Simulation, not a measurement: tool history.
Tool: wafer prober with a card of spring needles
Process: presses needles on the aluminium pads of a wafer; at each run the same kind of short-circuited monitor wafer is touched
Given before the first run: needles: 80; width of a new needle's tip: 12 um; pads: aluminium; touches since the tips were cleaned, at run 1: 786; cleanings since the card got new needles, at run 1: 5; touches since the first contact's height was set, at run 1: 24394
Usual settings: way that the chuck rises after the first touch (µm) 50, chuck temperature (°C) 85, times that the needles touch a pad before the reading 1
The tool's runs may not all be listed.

run	hour	way that the chuck rises after the first touch (µm)	chuck temperature (°C)	times that the needles touch a pad before the reading	touches since the tips were cleaned	cleanings since the card got new needles	touches since the first contact's height was set	resistance of one needle with its contact and lead (mohm)	way that a needle slides on the pad (µm)
1	0	50	85	1	786	5	24394	118	8.35
# hour 6.9: tips cleaned on abrasive film
# hour 16.6: tips cleaned on abrasive film
2	21	50	85	1	2038	7	34027	119	8.37
# hour 26.7: tips cleaned on abrasive film
# hour 36.5: tips cleaned on abrasive film
3	37	51	85	1	241	9	41394	120	8.5
# hour 45.7: tips cleaned on abrasive film
# hour 54.7: tips cleaned on abrasive film
4	55.4	50	40	1	358	11	49834	112	8.34
# hour 63.4: tips cleaned on abrasive film
5	66.4	50	40	1	1381	12	54875	114	8.29
# hour 72.3: tips cleaned on abrasive film
6	76.8	50	40	1	2066	13	59627	113	8.32
# hour 81.1: tips cleaned on abrasive film
7	86.8	50	40	1	2622	14	64236	113	8.29
# hour 90.5: tips cleaned on abrasive film
8	95.9	50	85	2	2499	15	68422	118	8.32
# hour 100.1: tips cleaned on abrasive film
# hour 110.1: tips cleaned on abrasive film
9	113.1	42	85	1	1433	17	76326	124	7
# hour 119.1: tips cleaned on abrasive film
# hour 127: height of the first contact set anew
# hour 128: tips cleaned on abrasive film
10	128.6	34	85	1	260	19	660	126	5.65
# hour 137.4: tips cleaned on abrasive film
# hour 146.2: tips cleaned on abrasive film
11	149.3	34	85	1	1426	21	10179	125	5.63
# hour 155.1: tips cleaned on abrasive film
# hour 164: tips cleaned on abrasive film
12	166.1	50	85	1	956	23	17870	119	8.27
# hour 173.5: tips cleaned on abrasive film
13	181.1	50	85	1	3518	24	24794	120	8.26
# hour 182.9: tips cleaned on abrasive film
# hour 192.1: tips cleaned on abrasive film
# hour 201.2: tips cleaned on abrasive film
14	201.5	50	85	1	112	27	34105	117	8.27
# hour 210: tips cleaned on abrasive film
15	211.4	50	85	1	674	28	38677	118	8.26
# hour 219: tips cleaned on abrasive film
16	221.7	50	85	1	1272	29	43411	119	8.24
# hour 227.8: tips cleaned on abrasive film
# hour 236.4: tips cleaned on abrasive film
17	240.3	50	85	1	1836	31	51947	120	8.25
# hour 246.5: tips cleaned on abrasive film
18	253	50	85	1	3020	32	57792	119	8.26
# hour 255.2: tips cleaned on abrasive film
# hour 264.5: tips cleaned on abrasive film
19	265.5	31	36	2	457	34	63464	120	5.11
# hour 273.3: tips cleaned on abrasive film
# hour 282.1: tips cleaned on abrasive film
20	282.1	50	48	1	0	36	71091	115	8.2
# hour 291.1: tips cleaned on abrasive film
# hour 300.6: tips cleaned on abrasive film
21	301.4	50	48	1	356	38	79958	110	8.21
# hour 306.3: height of the first contact set anew
# hour 310: tips cleaned on abrasive film
22	312.5	49	58	1	1188	39	2859	113	8.06
# hour 318.6: tips cleaned on abrasive film
23	321	49	96	1	1139	40	6758	122	8.03
# hour 328.1: tips cleaned on abrasive film
24	336	50	91	1	3630	41	13626	120	8.2
# hour 337: tips cleaned on abrasive film
# hour 346.8: tips cleaned on abrasive film
25	350.5	50	101	1	1688	43	20260	122	8.2
# hour 356.5: tips cleaned on abrasive film
26	360.3	64	31	1	1751	44	24773	108	10.48
# hour 365.3: tips cleaned on abrasive film
# hour 374.3: tips cleaned on abrasive film
27	377.1	65	99	2	1297	46	32494	117	10.67
# hour 383.3: tips cleaned on abrasive film
# hour 391.9: tips cleaned on abrasive film
28	396.3	39	85	1	2039	48	41291	122	6.41
# hour 400.7: tips cleaned on abrasive film
# hour 403.6: gauge calibrated
# hour 410.8: tips cleaned on abrasive film
29	411.4	39	85	1	278	50	48206	123	6.49
# hour 420.1: tips cleaned on abrasive film
30	425.6	50	64	1	2514	51	54731	116	8.35
# hour 429: tips cleaned on abrasive film
# hour 438.8: tips cleaned on abrasive film
31	440.6	50	64	1	850	53	61612	116	8.32

4 options for the next run, each taken on its own from the tool as it stands now. Forecast them:
# hour 448.3: tips cleaned on abrasive film
A	456.3	54	84	2	3684	54	68840	?	?
# hour 448.3: tips cleaned on abrasive film
B	456.3	42	85	1	3684	54	68840	?	?
# hour 448.3: tips cleaned on abrasive film
C	456.3	50	85	2	3684	54	68840	?	?
# hour 448.3: tips cleaned on abrasive film
D	456.3	50	81	3	3684	54	68840	?	?

run	resistance of one needle with its contact and lead (mohm)	way that a needle slides on the pad (µm)
A	117	8.97
B	124	6.98
C	117	8.3
D	119	8.34
With no hidden state in the tool, these same runs would have given:
run	resistance of one needle with its contact and lead (mohm)	way that a needle slides on the pad (µm)
A	117	8.99
B	124	7
C	117	8.33
D	118	8.36

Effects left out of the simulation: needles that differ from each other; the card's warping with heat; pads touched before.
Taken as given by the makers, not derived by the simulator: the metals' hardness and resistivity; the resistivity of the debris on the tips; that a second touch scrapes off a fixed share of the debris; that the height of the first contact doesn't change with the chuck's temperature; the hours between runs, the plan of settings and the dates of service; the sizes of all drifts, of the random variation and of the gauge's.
